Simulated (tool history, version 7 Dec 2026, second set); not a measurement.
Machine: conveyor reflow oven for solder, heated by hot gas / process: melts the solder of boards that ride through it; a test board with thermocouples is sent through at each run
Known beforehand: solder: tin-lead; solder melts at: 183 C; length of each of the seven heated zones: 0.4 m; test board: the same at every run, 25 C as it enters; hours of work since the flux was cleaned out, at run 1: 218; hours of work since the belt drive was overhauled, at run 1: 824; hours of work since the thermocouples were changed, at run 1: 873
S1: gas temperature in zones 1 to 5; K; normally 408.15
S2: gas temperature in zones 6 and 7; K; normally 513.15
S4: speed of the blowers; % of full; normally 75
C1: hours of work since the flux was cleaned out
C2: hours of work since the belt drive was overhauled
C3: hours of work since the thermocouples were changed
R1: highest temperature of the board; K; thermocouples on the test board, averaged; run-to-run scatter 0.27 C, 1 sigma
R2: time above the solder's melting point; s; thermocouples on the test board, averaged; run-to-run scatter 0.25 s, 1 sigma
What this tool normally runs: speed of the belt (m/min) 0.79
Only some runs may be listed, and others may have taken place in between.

run 1 hour=0 | S1=408.15 S2=513.15 speed_of_the_belt_(m/min)=0.79 S4=75 | C1=218 C2=824 C3=873 | R1=494.75 R2=47.4
run 2 hour=26 | S1=408.15 S2=513.15 speed_of_the_belt_(m/min)=0.79 S4=75 | C1=235 C2=840 C3=890 | R1=494.85 R2=47.2
run 3 hour=68 | S1=408.15 S2=513.15 speed_of_the_belt_(m/min)=0.79 S4=75 | C1=262 C2=868 C3=917 | R1=494.75 R2=47.4
-- hour=108.8 flux residue cleaned out of gas plates and filters
run 4 hour=109.6 | S1=408.15 S2=513.15 speed_of_the_belt_(m/min)=0.79 S4=75 | C1=1 C2=891 C3=941 | R1=494.65 R2=47.4
run 5 hour=152.1 | S1=407.15 S2=513.15 speed_of_the_belt_(m/min)=0.79 S4=75 | C1=28 C2=919 C3=969 | R1=495.15 R2=46.5
run 6 hour=186.9 | S1=395.15 S2=513.15 speed_of_the_belt_(m/min)=0.79 S4=75 | C1=51 C2=941 C3=991 | R1=492.45 R2=42.6
run 7 hour=232.6 | S1=395.15 S2=513.15 speed_of_the_belt_(m/min)=0.79 S4=75 | C1=80 C2=971 C3=1021 | R1=492.75 R2=42.7
run 8 hour=257.1 | S1=408.15 S2=513.15 speed_of_the_belt_(m/min)=0.654 S4=75 | C1=96 C2=987 C3=1036 | R1=500.65 R2=61.4
run 9 hour=298.7 | S1=408.15 S2=513.15 speed_of_the_belt_(m/min)=0.654 S4=75 | C1=123 C2=1013 C3=1063 | R1=501.15 R2=62.1
run 10 hour=339.4 | S1=408.15 S2=513.15 speed_of_the_belt_(m/min)=0.79 S4=75 | C1=149 C2=1040 C3=1090 | R1=494.85 R2=47
run 11 hour=368.7 | S1=408.15 S2=513.15 speed_of_the_belt_(m/min)=0.79 S4=75 | C1=168 C2=1059 C3=1109 | R1=495.25 R2=47.4
run 12 hour=393.3 | S1=408.15 S2=513.15 speed_of_the_belt_(m/min)=0.79 S4=75 | C1=184 C2=1075 C3=1124 | R1=494.95 R2=47.3
run 13 hour=431.1 | S1=406.15 S2=513.15 speed_of_the_belt_(m/min)=0.79 S4=75 | C1=208 C2=1099 C3=1149 | R1=494.85 R2=47.1
run 14 hour=471.6 | S1=408.15 S2=522.15 speed_of_the_belt_(m/min)=0.652 S4=86 | C1=235 C2=1125 C3=1175 | R1=511.85 R2=66.7
run 15 hour=492.5 | S1=408.15 S2=519.15 speed_of_the_belt_(m/min)=0.752 S4=86 | C1=248 C2=1139 C3=1189 | R1=505.55 R2=54.8
run 16 hour=531.2 | S1=403.15 S2=513.15 speed_of_the_belt_(m/min)=0.79 S4=51 | C1=273 C2=1164 C3=1214 | R1=484.05 R2=37.1
-- hour=553.5 flux residue cleaned out of gas plates and filters
run 17 hour=557.1 | S1=408.15 S2=513.15 speed_of_the_belt_(m/min)=0.86 S4=75 | C1=2 C2=1177 C3=1227 | R1=492.45 R2=41.5
run 18 hour=603 | S1=408.15 S2=513.15 speed_of_the_belt_(m/min)=0.86 S4=75 | C1=32 C2=1207 C3=1257 | R1=491.65 R2=41.8
run 19 hour=633.3 | S1=408.15 S2=526.15 speed_of_the_belt_(m/min)=0.79 S4=59 | C1=52 C2=1227 C3=1276 | R1=500.15 R2=49.8

The next listed run, before its measurement:
run 20 hour=655.1 | S1=408.15 S2=526.15 speed_of_the_belt_(m/min)=0.943 S4=85 | C1=66 C2=1241 C3=1291 | R1=? R2=?

{"run 20": {"R1": 502.75, "R2": 42.4}}
Take away the tool's hidden state, keep the run-to-run variation as it was, and the same run would have given R1 502.75 K, R2 42.4 s.
